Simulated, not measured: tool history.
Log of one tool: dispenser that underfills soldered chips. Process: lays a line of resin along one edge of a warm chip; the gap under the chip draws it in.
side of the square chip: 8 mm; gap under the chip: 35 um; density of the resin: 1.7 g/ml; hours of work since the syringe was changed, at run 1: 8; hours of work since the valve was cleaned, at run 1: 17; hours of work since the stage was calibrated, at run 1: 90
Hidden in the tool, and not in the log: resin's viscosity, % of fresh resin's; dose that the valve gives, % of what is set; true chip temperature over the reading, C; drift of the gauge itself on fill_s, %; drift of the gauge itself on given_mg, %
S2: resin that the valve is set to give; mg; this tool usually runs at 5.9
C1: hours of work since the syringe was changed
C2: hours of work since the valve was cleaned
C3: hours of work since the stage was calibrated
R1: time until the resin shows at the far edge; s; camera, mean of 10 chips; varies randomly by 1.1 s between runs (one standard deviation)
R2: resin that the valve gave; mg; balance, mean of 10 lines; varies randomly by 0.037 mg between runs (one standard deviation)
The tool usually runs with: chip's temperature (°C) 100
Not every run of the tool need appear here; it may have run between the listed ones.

{"run": 1, "hour": 0.0, "chip's temperature (°C)": 100, "S2": 5.9, "C1": 8, "C2": 17, "C3": 90, "R1": 179.6, "R2": 5.89}
{"hour": 1.7, "done": "new syringe of resin"}
{"run": 2, "hour": 7.4, "chip's temperature (°C)": 100, "S2": 5.95, "C1": 4, "C2": 22, "C3": 95, "R1": 135.2, "R2": 5.82}
{"run": 3, "hour": 10.5, "chip's temperature (°C)": 100, "S2": 5.95, "C1": 6, "C2": 24, "C3": 97, "R1": 156.7, "R2": 5.86}
{"run": 4, "hour": 13.8, "chip's temperature (°C)": 100, "S2": 5.58, "C1": 8, "C2": 26, "C3": 99, "R1": 187.4, "R2": 5.5}
{"hour": 15.4, "done": "new syringe of resin"}
{"run": 5, "hour": 19.6, "chip's temperature (°C)": 100, "S2": 5.58, "C1": 3, "C2": 30, "C3": 103, "R1": 131.6, "R2": 5.52}
{"run": 6, "hour": 25.9, "chip's temperature (°C)": 100, "S2": 6.68, "C1": 7, "C2": 34, "C3": 107, "R1": 172.2, "R2": 6.51}
{"hour": 29.0, "done": "new syringe of resin"}
{"run": 7, "hour": 32.0, "chip's temperature (°C)": 100, "S2": 6.68, "C1": 2, "C2": 38, "C3": 111, "R1": 114.3, "R2": 6.5}
{"run": 8, "hour": 38.8, "chip's temperature (°C)": 100, "S2": 5.9, "C1": 7, "C2": 42, "C3": 116, "R1": 167.8, "R2": 5.69}
{"hour": 42.7, "done": "new syringe of resin"}
{"run": 9, "hour": 44.6, "chip's temperature (°C)": 100, "S2": 5.9, "C1": 1, "C2": 46, "C3": 119, "R1": 110.1, "R2": 5.74}
{"run": 10, "hour": 47.9, "chip's temperature (°C)": 100, "S2": 5.9, "C1": 3, "C2": 48, "C3": 122, "R1": 131.8, "R2": 5.67}
{"run": 11, "hour": 53.3, "chip's temperature (°C)": 111, "S2": 6.97, "C1": 7, "C2": 52, "C3": 125, "R1": 110, "R2": 6.61}
{"hour": 56.6, "done": "new syringe of resin"}
{"run": 12, "hour": 59.3, "chip's temperature (°C)": 114, "S2": 5.26, "C1": 2, "C2": 56, "C3": 129, "R1": 69, "R2": 5.04}
{"hour": 60.8, "done": "dispensing valve cleaned and set on the balance"}
{"run": 13, "hour": 67.3, "chip's temperature (°C)": 102, "S2": 6.92, "C1": 6, "C2": 4, "C3": 134, "R1": 146.6, "R2": 6.9}
{"hour": 71.2, "done": "new syringe of resin"}
{"run": 14, "hour": 71.8, "chip's temperature (°C)": 102, "S2": 6.92, "C1": 0, "C2": 7, "C3": 137, "R1": 95.6, "R2": 6.89}
{"run": 15, "hour": 78.9, "chip's temperature (°C)": 101, "S2": 5.02, "C1": 5, "C2": 12, "C3": 141, "R1": 151.1, "R2": 5.07}

Measured less the same run without the tool's hidden state. The same run-to-run variation is in both; the gauge's scatter may not be:
run=1 R1=+77.7 R2=-0.07
run=2 R1=+33.5 R2=-0.09
run=3 R1=+56 R2=-0.1
run=4 R1=+85.4 R2=-0.1
run=5 R1=+26.8 R2=-0.12
run=6 R1=+72 R2=-0.16
run=7 R1=+14.2 R2=-0.17
run=8 R1=+63.1 R2=-0.16
run=9 R1=+9.1 R2=-0.18
run=10 R1=+29.2 R2=-0.19
run=11 R1=+44.5 R2=-0.24
run=12 R1=+7.9 R2=-0.2
run=13 R1=+54 R2=-0.02
run=14 R1=+1.9 R2=-0.04
run=15 R1=+47.3 R2=-0.04
